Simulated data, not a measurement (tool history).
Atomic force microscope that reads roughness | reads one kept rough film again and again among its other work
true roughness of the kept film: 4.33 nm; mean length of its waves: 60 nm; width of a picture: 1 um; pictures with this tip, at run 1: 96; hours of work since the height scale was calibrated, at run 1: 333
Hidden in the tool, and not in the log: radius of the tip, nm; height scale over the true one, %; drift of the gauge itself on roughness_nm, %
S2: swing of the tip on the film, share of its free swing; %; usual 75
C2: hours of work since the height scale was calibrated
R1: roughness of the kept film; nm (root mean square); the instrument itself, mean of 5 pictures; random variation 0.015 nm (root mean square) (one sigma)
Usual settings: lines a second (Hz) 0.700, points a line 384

Run 1, day 0.000: usual settings; pictures with this tip 96; C2 333. Result: R1 3.788 nm (root mean square).
Run 2, day 0.458: usual settings; pictures with this tip 124; C2 341. Result: R1 3.727 nm (root mean square).
At day 0.762: new tip fitted.
Run 3, day 0.796: usual settings; pictures with this tip 2; C2 347. Result: R1 3.920 nm (root mean square).
Run 4, day 1.038: usual settings; pictures with this tip 17; C2 352. Result: R1 3.889 nm (root mean square).
Run 5, day 1.421: usual settings; pictures with this tip 40; C2 359. Result: R1 3.866 nm (root mean square).
Run 6, day 1.646: usual settings; pictures with this tip 53; C2 363. Result: R1 3.850 nm (root mean square).
Run 7, day 1.958: usual settings but lines a second (Hz) 2.638; pictures with this tip 72; C2 368. Result: R1 3.298 nm (root mean square).
Run 8, day 2.475: usual settings but lines a second (Hz) 2.638; pictures with this tip 103; C2 378. Result: R1 3.242 nm (root mean square).
Run 9, day 2.846: usual settings but lines a second (Hz) 2.638, S2 83 %; pictures with this tip 126; C2 384. Result: R1 2.969 nm (root mean square).
At day 3.092: new tip fitted.
Run 10, day 3.092: usual settings but lines a second (Hz) 2.638, S2 83 %; pictures with this tip 0; C2 388. Result: R1 3.134 nm (root mean square).
Run 11, day 3.338: usual settings but lines a second (Hz) 3.175, S2 72 %, points a line 540; pictures with this tip 15; C2 393. Result: R1 3.382 nm (root mean square).
Run 12, day 3.642: usual settings but lines a second (Hz) 3.175, S2 72 %, points a line 540; pictures with this tip 34; C2 398. Result: R1 3.346 nm (root mean square).
Run 13, day 4.008: usual settings but lines a second (Hz) 1.755, S2 85 %, points a line 574; pictures with this tip 56; C2 405. Result: R1 3.245 nm (root mean square).
Run 14, day 4.312: usual settings but lines a second (Hz) 1.409, points a line 300; pictures with this tip 74; C2 411. Result: R1 3.578 nm (root mean square).
Run 15, day 4.779: usual settings but lines a second (Hz) 1.409, points a line 300; pictures with this tip 102; C2 419. Result: R1 3.560 nm (root mean square).
Run 16, day 5.033: usual settings but lines a second (Hz) 1.409, points a line 300; pictures with this tip 117; C2 424. Result: R1 3.537 nm (root mean square).
At day 5.412: new tip fitted.
Run 17, day 5.504: usual settings but points a line 987; pictures with this tip 6; C2 432. Result: R1 3.907 nm (root mean square).
Run 18, day 5.858: usual settings but points a line 987; pictures with this tip 27; C2 438. Result: R1 3.853 nm (root mean square).
Run 19, day 6.317: usual settings but S2 55 %, points a line 588; pictures with this tip 55; C2 446. Result: R1 3.962 nm (root mean square).
Run 20, day 6.654: usual settings but S2 55 %, points a line 588; pictures with this tip 75; C2 453. Result: R1 3.952 nm (root mean square).

Forecast each of these 3 alternatives for the next run:
Run A, day 6.933: usual settings but lines a second (Hz) 1.061, S2 58 %, points a line 393; pictures with this tip 92; C2 458. Result: R1 ?.
Run B, day 6.933: usual settings but lines a second (Hz) 1.046; pictures with this tip 92; C2 458. Result: R1 ?.
Run C, day 6.933: usual settings but lines a second (Hz) 2.893, points a line 271; pictures with this tip 92; C2 458. Result: R1 ?.

run     R1
  A  3.871
  B  3.639
  C  3.196
Without the tool's hidden state the same runs would have given:
run     R1
  A  4.072
  B  3.828
  C  3.362

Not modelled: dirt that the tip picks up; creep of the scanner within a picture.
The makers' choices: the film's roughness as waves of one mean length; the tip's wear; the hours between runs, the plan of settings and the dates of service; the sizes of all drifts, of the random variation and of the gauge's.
